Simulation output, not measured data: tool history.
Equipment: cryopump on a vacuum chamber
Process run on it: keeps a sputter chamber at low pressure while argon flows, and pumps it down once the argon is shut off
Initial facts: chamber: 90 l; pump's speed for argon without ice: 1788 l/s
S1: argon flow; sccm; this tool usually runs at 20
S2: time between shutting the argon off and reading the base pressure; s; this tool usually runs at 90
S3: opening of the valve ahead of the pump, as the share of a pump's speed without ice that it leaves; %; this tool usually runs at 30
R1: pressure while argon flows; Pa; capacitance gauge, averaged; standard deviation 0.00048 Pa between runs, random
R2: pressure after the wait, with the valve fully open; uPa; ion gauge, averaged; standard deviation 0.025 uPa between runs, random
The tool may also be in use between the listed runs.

Run 1, hour 0: usual settings. Result: R1 0.063 Pa, R2 1.18 uPa.
Run 2, hour 20.8: usual settings but S3 26 %. Result: R1 0.0738 Pa, R2 1.21 uPa.
Run 3, hour 39.9: usual settings. Result: R1 0.0632 Pa, R2 1.22 uPa.
Run 4, hour 50.6: usual settings. Result: R1 0.0641 Pa, R2 1.23 uPa.
Run 5, hour 71.6: usual settings. Result: R1 0.0634 Pa, R2 1.21 uPa.
Run 6, hour 85.9: usual settings. Result: R1 0.0638 Pa, R2 1.24 uPa.
Run 7, hour 99.4: usual settings. Result: R1 0.0637 Pa, R2 1.28 uPa.
Run 8, hour 122.1: usual settings. Result: R1 0.0648 Pa, R2 1.27 uPa.
Run 9, hour 136.5: usual settings. Result: R1 0.0642 Pa, R2 1.32 uPa.
Run 10, hour 155.5: usual settings. Result: R1 0.0643 Pa, R2 1.28 uPa.
Run 11, hour 170.1: usual settings. Result: R1 0.0644 Pa, R2 1.28 uPa.
Run 12, hour 184.4: usual settings. Result: R1 0.0651 Pa, R2 1.34 uPa.
Run 13, hour 197.9: usual settings but S1 10 sccm. Result: R1 0.0317 Pa, R2 1.3 uPa.
Run 14, hour 219.8: usual settings but S1 10 sccm. Result: R1 0.0328 Pa, R2 1.26 uPa.
Run 15, hour 237.3: usual settings but S3 49 %. Result: R1 0.0409 Pa, R2 1.34 uPa.
Run 16, hour 249: usual settings but S3 49 %. Result: R1 0.0403 Pa, R2 1.28 uPa.
Run 17, hour 267.6: usual settings but S3 17 %. Result: R1 0.1138 Pa, R2 1.34 uPa.
Run 18, hour 289.3: usual settings but S1 38 sccm, S3 24 %. Result: R1 0.1543 Pa, R2 1.31 uPa.
Run 19, hour 313: usual settings but S1 38 sccm, S3 24 %. Result: R1 0.1544 Pa, R2 1.3 uPa.
Run 20, hour 333.2: usual settings but S1 38 sccm, S3 24 %. Result: R1 0.1545 Pa, R2 1.31 uPa.
Run 21, hour 353.1: usual settings but S1 38 sccm, S3 24 %. Result: R1 0.1553 Pa, R2 1.33 uPa.
Run 22, hour 376.3: usual settings but S1 25 sccm, S2 85 s, S3 48 %. Result: R1 0.0518 Pa, R2 1.39 uPa.
Run 23, hour 393.5: usual settings but S1 21 sccm, S2 127 s, S3 15 %. Result: R1 0.1351 Pa, R2 1.09 uPa.
Run 24, hour 415: usual settings but S1 24 sccm, S2 69 s, S3 17 %. Result: R1 0.1382 Pa, R2 1.62 uPa.
Run 25, hour 428.1: usual settings but S1 24 sccm, S2 69 s, S3 17 %. Result: R1 0.1379 Pa, R2 1.67 uPa.
Run 26, hour 447.8: usual settings but S1 9 sccm, S2 44 s. Result: R1 0.0297 Pa, R2 2.2 uPa.
Run 27, hour 466: usual settings but S1 13 sccm, S2 42 s. Result: R1 0.0443 Pa, R2 2.35 uPa.
At hour 481.1: pump warmed up, emptied and cooled again.
Run 28, hour 481.1: usual settings but S1 13 sccm, S2 42 s. Result: R1 0.0404 Pa, R2 2.28 uPa.
At hour 485.3: leaking fittings of the chamber tightened, without venting.
Run 29, hour 496.5: usual settings but S2 35 s, S3 19 %. Result: R1 0.0993 Pa, R2 2.37 uPa.
Run 30, hour 507: usual settings but S2 35 s, S3 19 %. Result: R1 0.1 Pa, R2 2.34 uPa.
Run 31, hour 530.8: usual settings but S2 35 s, S3 19 %. Result: R1 0.0996 Pa, R2 2.36 uPa.
Run 32, hour 540.9: usual settings but S2 35 s, S3 19 %. Result: R1 0.1002 Pa, R2 2.41 uPa.
Run 33, hour 559.3: usual settings but S2 35 s, S3 19 %. Result: R1 0.1001 Pa, R2 2.42 uPa.

3 ways to go on from here, each from the tool as it stands after run 33. What would each give?
Run A, hour 582.3: usual settings but S1 13 sccm, S2 132 s, S3 53 %. Result: R1 ?, R2 ?.
Run B, hour 582.3: usual settings but S1 17 sccm, S2 35 s, S3 19 %. Result: R1 ?, R2 ?.
Run C, hour 582.3: usual settings but S1 29 sccm, S2 20 s, S3 24 %. Result: R1 ?, R2 ?.

run      R1    R2
  A  0.0245  0.79
  B  0.0857   2.4
  C  0.1145  4.08
Take away the tool's hidden state, keep each run's random variation, and the runs would have read:
run      R1    R2
  A   0.024  0.76
  B   0.085  2.37
  C  0.1133  4.05
